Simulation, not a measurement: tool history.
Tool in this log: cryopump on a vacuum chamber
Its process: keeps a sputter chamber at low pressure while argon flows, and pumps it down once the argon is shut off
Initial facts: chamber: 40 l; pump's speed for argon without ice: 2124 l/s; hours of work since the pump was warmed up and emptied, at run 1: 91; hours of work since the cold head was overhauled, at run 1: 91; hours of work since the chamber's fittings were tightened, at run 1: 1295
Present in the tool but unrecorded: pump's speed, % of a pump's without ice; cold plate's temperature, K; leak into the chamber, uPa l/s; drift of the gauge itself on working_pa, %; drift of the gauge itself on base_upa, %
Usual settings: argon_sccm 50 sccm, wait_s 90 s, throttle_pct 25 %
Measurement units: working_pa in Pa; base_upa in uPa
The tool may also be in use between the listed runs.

| run | day | argon_sccm | wait_s | throttle_pct | hours of work since the pump was warmed up and emptied | hours of work since the cold head was overhauled | hours of work since the chamber's fittings were tightened | working_pa | base_upa |
|---|---|---|---|---|---|---|---|---|---|
| 1 | 0 | 50 | 90 | 25 | 91 | 91 | 1295 | 0.1602 | 1.09 |
| 2 | 2.317 | 50 | 40 | 25 | 125 | 125 | 1329 | 0.1639 | 1.97 |
| 3 | 3.712 | 50 | 90 | 25 | 146 | 146 | 1349 | 0.1633 | 1.16 |
| 4 | 5.846 | 50 | 90 | 25 | 177 | 177 | 1380 | 0.1637 | 1.2 |
| 5 | 8.458 | 100 | 90 | 25 | 216 | 216 | 1419 | 0.3302 | 1.25 |
| 6 | 11.321 | 50 | 90 | 46 | 258 | 258 | 1461 | 0.0944 | 1.28 |
| 7 | 12.846 | 50 | 90 | 46 | 280 | 280 | 1483 | 0.0957 | 1.33 |
| 8 | 14.979 | 50 | 90 | 46 | 311 | 311 | 1515 | 0.0959 | 1.3 |
| 9 | 17.842 | 24 | 90 | 25 | 353 | 353 | 1557 | 0.0819 | 1.32 |
| 10 | 19.525 | 24 | 90 | 25 | 378 | 378 | 1581 | 0.0819 | 1.37 |
| 11 | 22.521 | 71 | 90 | 25 | 422 | 422 | 1625 | 0.2471 | 1.43 |
| 12 | 24.104 | 71 | 90 | 25 | 445 | 445 | 1649 | 0.2469 | 1.48 |
| 13 | 26.554 | 50 | 90 | 25 | 481 | 481 | 1685 | 0.1785 | 1.5 |
|  | 29.596 | pump warmed up, emptied and cooled again |
| 14 | 30.046 | 50 | 90 | 25 | 7 | 530 | 1733 | 0.1612 | 1.21 |
| 15 | 32.604 | 50 | 90 | 25 | 44 | 567 | 1771 | 0.1616 | 1.26 |
| 16 | 35.4 | 50 | 90 | 48 | 85 | 608 | 1812 | 0.087 | 1.26 |
| 17 | 37.842 | 50 | 90 | 48 | 121 | 644 | 1848 | 0.0865 | 1.3 |
| 18 | 40.417 | 50 | 22 | 18 | 159 | 682 | 1885 | 0.2262 | 3.25 |
| 19 | 43.746 | 50 | 22 | 32 | 208 | 731 | 1934 | 0.1317 | 3.31 |
| 20 | 45.362 | 72 | 222 | 23 | 232 | 755 | 1958 | 0.2607 | 1.07 |
| 21 | 46.825 | 72 | 222 | 23 | 253 | 776 | 1979 | 0.2618 | 1.11 |
| 22 | 49.538 | 29 | 31 | 27 | 293 | 816 | 2019 | 0.0924 | 2.63 |
| 23 | 52.571 | 29 | 31 | 27 | 338 | 861 | 2064 | 0.0929 | 2.75 |
| 24 | 54.517 | 33 | 117 | 31 | 366 | 889 | 2093 | 0.0941 | 1.41 |
| 25 | 57.583 | 86 | 68 | 35 | 411 | 934 | 2138 | 0.2221 | 1.85 |
| 26 | 60.925 | 95 | 31 | 43 | 460 | 983 | 2187 | 0.2108 | 2.84 |
| 27 | 63.317 | 50 | 90 | 25 | 495 | 1018 | 2222 | 0.1797 | 1.72 |
|  | 65.262 | pump warmed up, emptied and cooled again |
| 28 | 66.767 | 50 | 139 | 20 | 22 | 1066 | 2269 | 0.2001 | 1.12 |
| 29 | 69.338 | 84 | 46 | 19 | 60 | 1104 | 2307 | 0.3556 | 2.06 |
|  | 69.808 | leaking fittings of the chamber tightened, without venting |
| 30 | 71.471 | 27 | 46 | 46 | 90 | 1134 | 24 | 0.0478 | 1.37 |
| 31 | 73.804 | 27 | 46 | 46 | 124 | 1168 | 59 | 0.0495 | 1.38 |
| 32 | 75.475 | 27 | 30 | 16 | 149 | 1193 | 83 | 0.1369 | 2.01 |
| 33 | 78.321 | 27 | 30 | 16 | 191 | 1235 | 125 | 0.136 | 2.1 |
| 34 | 80.788 | 58 | 23 | 17 | 227 | 1271 | 161 | 0.2809 | 2.58 |

Describe how what the log doesn't record of the tool's condition differs between the last listed run preceding each entry between runs and the first listed run following it.
Runs 13 to 14: pump warmed up, emptied and cooled again (day 29.596)
  pump's speed, % of a pump's without ice: 69.4 -> 98.9; cold plate's temperature, K: 12.24 -> 12.26; leak into the chamber, uPa l/s: 1286 -> 1313
  measured value less the no-hidden-state value, working_pa: +0.0179 -> +0.0007 Pa; base_upa: +0.74 -> +0.49 uPa
Runs 27 to 28: pump warmed up, emptied and cooled again (day 65.262)
  pump's speed, % of a pump's without ice: 67.4 -> 97.8; cold plate's temperature, K: 12.46 -> 12.49; leak into the chamber, uPa l/s: 1585 -> 1612
  measured value less the no-hidden-state value, working_pa: +0.0199 -> +0.0013 Pa; base_upa: +0.97 -> +0.62 uPa
Runs 29 to 30: leaking fittings of the chamber tightened, without venting (day 69.808)
  pump's speed, % of a pump's without ice: 95.5 -> 93.6; cold plate's temperature, K: 12.5 -> 12.51; leak into the chamber, uPa l/s: 1633 -> 315
  measured value less the no-hidden-state value, working_pa: +0.0038 -> +0.0017 Pa; base_upa: +0.69 -> +0.02 uPa
